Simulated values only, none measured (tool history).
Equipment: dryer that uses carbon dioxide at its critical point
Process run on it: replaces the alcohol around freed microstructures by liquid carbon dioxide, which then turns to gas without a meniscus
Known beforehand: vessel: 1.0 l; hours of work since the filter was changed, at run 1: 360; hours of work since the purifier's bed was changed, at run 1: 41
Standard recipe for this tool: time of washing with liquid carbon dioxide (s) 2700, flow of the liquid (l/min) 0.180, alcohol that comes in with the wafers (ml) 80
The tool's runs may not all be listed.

| run | hour | time of washing with liquid carbon dioxide (s) | flow of the liquid (l/min) | alcohol that comes in with the wafers (ml) | hours of work since the filter was changed | hours of work since the purifier's bed was changed | alcohol left in the vessel before it's heated (ppm by volume) |
|---|---|---|---|---|---|---|---|
| 1 | 0.0 | 2700 | 0.180 | 80 | 360 | 41 | 208 |
| 2 | 9.8 | 2700 | 0.180 | 80 | 363 | 44 | 209 |
| 3 | 20.1 | 2700 | 0.180 | 49 | 367 | 48 | 136 |
| 4 | 30.6 | 2700 | 0.180 | 49 | 371 | 52 | 147 |
| 5 | 39.4 | 2700 | 0.180 | 34 | 374 | 55 | 108 |
| 6 | 49.0 | 2700 | 0.180 | 105 | 378 | 59 | 285 |
| 7 | 54.8 | 2700 | 0.180 | 46 | 380 | 61 | 131 |
| 8 | 60.3 | 2700 | 0.180 | 46 | 382 | 63 | 139 |
| 9 | 68.0 | 2820 | 0.210 | 34 | 385 | 66 | 41 |
| 10 | 76.0 | 2160 | 0.285 | 71 | 388 | 69 | 63 |
| 11 | 83.8 | 2160 | 0.270 | 71 | 391 | 72 | 78 |
| 12 | 88.6 | 2700 | 0.224 | 80 | 393 | 74 | 75 |
| 13 | 99.3 | 3420 | 0.110 | 27 | 397 | 78 | 262 |

Some steps in alcohol left in the vessel before it's heated (ppm by volume) between neighbouring runs. How much of each would the tool show without its hidden state too (settings, what came in, random variation), and how much is left for the hidden state, with any gauge scatter that isn't in both results?
Hidden state at play: flow that reaches the vessel past the clogged filter, %; alcohol in the recycled carbon dioxide, ppm; drift of the gauge itself on alcohol_ppm, %.
Run 5 -> 6: alcohol that comes in with the wafers (ml) 34 -> 105. alcohol left in the vessel before it's heated (ppm by volume) +177: hidden state +105, all else +72.
Run 12 -> 13: time of washing with liquid carbon dioxide (s) 2700 -> 3420, flow of the liquid (l/min) 0.224 -> 0.110, alcohol that comes in with the wafers (ml) 80 -> 27. alcohol left in the vessel before it's heated (ppm by volume) +187: hidden state +87, all else +100.
